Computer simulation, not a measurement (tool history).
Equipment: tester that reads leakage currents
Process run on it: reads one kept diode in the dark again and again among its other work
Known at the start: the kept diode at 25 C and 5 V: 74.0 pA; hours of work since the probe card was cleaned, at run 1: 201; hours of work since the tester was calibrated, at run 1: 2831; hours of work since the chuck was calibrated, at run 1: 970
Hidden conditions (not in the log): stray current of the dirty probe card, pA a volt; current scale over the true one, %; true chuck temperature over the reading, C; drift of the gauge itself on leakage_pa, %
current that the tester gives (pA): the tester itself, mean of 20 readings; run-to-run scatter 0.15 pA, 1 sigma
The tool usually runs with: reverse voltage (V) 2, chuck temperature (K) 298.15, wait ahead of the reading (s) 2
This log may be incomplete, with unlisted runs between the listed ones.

run	hour	reverse voltage (V)	chuck temperature (K)	wait ahead of the reading (s)	hours of work since the probe card was cleaned	hours of work since the tester was calibrated	hours of work since the chuck was calibrated	current that the tester gives (pA)
1	0	2	298.15	2	201	2831	970	48.39
2	178.5	2	298.15	2	329	2959	1098	48.64
3	376.3	2	298.15	9.92	470	3100	1239	48.18
4	551.8	1.17	298.15	2	596	3226	1365	37.61
5	681.9	2	298.15	2	689	3319	1458	48.45
6	786.5	2	298.15	2	764	3394	1533	48.4
7	903.8	2	298.15	2	848	3478	1617	48.26
8	1052	11.95	298.15	2	954	3584	1723	112.75
9	1142.2	11.95	298.15	2	1018	3648	1787	112.68
10	1266.9	2	313.15	2	1108	3737	1876	155.53
11	1371.6	2	313.15	2	1183	3812	1951	156.49
12	1509.4	2	293.15	2	1281	3911	2050	32.09
13	1615.9	2	293.15	2	1357	3987	2126	31.86
# hour 1750.3: chuck's temperature calibrated
14	1801.9	2	293.15	2	1489	4119	37	32.04
15	1977.6	2	293.15	2	1615	4245	163	32.02
16	2142.7	8.04	293.15	2	1733	4363	281	61.38
# hour 2300.6: probe card cleaned and baked
17	2323.8	8.04	293.15	2	17	4490	408	61.24
18	2470.3	2	296.15	2	121	4595	513	41.19
19	2623.2	16.91	298.15	2	231	4704	623	132.4
# hour 2765.4: tester calibrated
20	2778.3	2	298.15	2	340	9	732	48.21
21	2916.5	10.1	300.15	6.73	439	108	831	121.92
22	3008.2	10.1	300.15	6.73	505	174	897	121.71
23	3151.1	2	321.15	9.85	607	276	999	279.1
24	3244	4.72	304.15	7.36	674	342	1065	116.72
25	3367.1	4.42	300.15	6.67	762	431	1153	82.59
26	3508.6	15.25	317.15	6.67	863	532	1255	542.66
27	3622.7	15.25	317.15	6.67	945	613	1336	544.11
28	3816	2.52	317.15	1.71	1083	752	1475	231.67
29	3976.8	2.52	317.15	1.71	1198	867	1590	233.14
30	4097.8	3.23	302.15	2	1285	953	1676	84.2
31	4293.4	1.73	306.15	2.49	1425	1093	1816	85.69
32	4394.5	1.73	306.15	2.49	1497	1166	1889	86.13
33	4566.9	1.73	306.15	2.49	1620	1289	2012	85.33
34	4689.2	3.24	324.15	4.88	1708	1377	2100	432.3
# hour 4864.6: chuck's temperature calibrated
# hour 4884.2: probe card cleaned and baked
35	4887.3	6.41	321.15	2.76	2	1515	14	483.03
36	5010.6	6.41	321.15	2.76	90	1603	102	483.94
37	5194.8	6.41	299.15	2.76	222	1735	234	91.01
38	5358.1	6.41	299.15	2.76	339	1852	351	90.58
39	5529.1	6.41	307.15	0.76	461	1974	473	171.22

Each row is a separate what-if for the run after 39, all from the same tool condition, not one after another. Results?
A	5682.8	6.41	296.15	0.76	571	2084	583	?
B	5682.8	6.41	295.15	0.76	571	2084	583	?
C	5682.8	2.22	297.15	5.44	571	2084	583	?
D	5682.8	14.62	327.15	0.76	571	2084	583	?
E	5682.8	2	295.15	1.02	571	2084	583	?

run	current that the tester gives (pA)
A	71.77
B	66.54
C	46.91
D	1075.72
E	37.97
With the hidden condition removed and each run's random variation left untouched, the same runs would have given:
run	current that the tester gives (pA)
A	71.75
B	66.52
C	46.89
D	1075.52
E	37.96
